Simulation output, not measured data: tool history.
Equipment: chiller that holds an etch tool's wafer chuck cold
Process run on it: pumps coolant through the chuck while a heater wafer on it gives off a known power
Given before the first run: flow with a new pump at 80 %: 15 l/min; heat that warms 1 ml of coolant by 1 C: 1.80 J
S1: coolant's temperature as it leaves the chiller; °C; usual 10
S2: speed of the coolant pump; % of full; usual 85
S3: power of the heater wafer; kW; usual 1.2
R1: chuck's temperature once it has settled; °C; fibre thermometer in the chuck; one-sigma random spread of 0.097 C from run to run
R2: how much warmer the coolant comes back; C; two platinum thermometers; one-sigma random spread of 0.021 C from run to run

run,hour,S1,S2,S3,R1,R2
1,0,10,85,1.2,22.83,2.7
2,180.4,10,85,1.2,22.89,2.71
3,297.3,10,85,1.2,22.99,2.74
4,414.5,10,85,1.2,22.89,2.74
5,613.5,10,85,1.2,23.17,2.75
6,740.5,10,85,1.2,23.24,2.77
7,882.2,10,85,1.2,23.23,2.77
8,1047.9,10,90,1.2,22.64,2.6
# hour 1164.1: chiller's thermometer calibrated
9,1214.5,10,90,1.2,22.49,2.62
10,1335.9,10,85,1.2,22.95,2.81
11,1466.2,10,85,1.2,23.04,2.75
12,1660.7,10,80,1.2,23.53,2.97
13,1858.3,10,85,1.215,23.3,2.79
14,1999.5,10,85,1.215,23.35,2.83
15,2199.2,10,85,1.2,23.21,2.8
16,2339.5,10,85,1.2,23.33,2.77
17,2461.3,10,85,1.2,23.32,2.84
18,2616.6,10,96,0.983,20.25,2.07
19,2761.1,15,96,1.345,29.14,2.8
20,2873.1,15,96,1.345,29.07,2.83
21,3035.7,15,96,1.345,28.93,2.8
22,3154.2,15,96,1.345,29.19,2.79
# hour 3172: coolant pump overhauled
23,3251.3,15,96,1.345,29.49,2.94
24,3398.6,2,85,0.846,11.9,2.13
25,3599.2,15,71,0.671,23.76,2.03
# hour 3694.1: chiller's thermometer calibrated
26,3705.1,12,80,1.163,26.09,3.04
27,3819.9,12,80,1.163,26.26,3.11
28,3941.1,12,80,1.163,26.13,3.1
# hour 4025.6: coolant pump overhauled, once more
29,4066.9,17,76,1.2,30.58,2.83
30,4255.2,17,76,1.2,30.67,2.84
# hour 4311.4: coolant changed, channels flushed
31,4377.4,17,85,0.604,23.26,1.25

Consider 4 possible next runs. They are alternatives, not a sequence: every one starts from the tool as it was left by run 31. What does each give?
A,4463.9,7,73,0.604,?,?
B,4463.9,14,85,1.182,?,?
C,4463.9,10,92,1.2,?,?
D,4463.9,10,83,0.745,?,?

run,R1,R2
A,13.73,1.5
B,25.9,2.5
C,21.3,2.34
D,17.51,1.62
Stripped of hidden state, with their random variation kept, the same runs would have yielded:
run,R1,R2
A,13.59,1.49
B,25.71,2.49
C,21.11,2.33
D,17.36,1.62
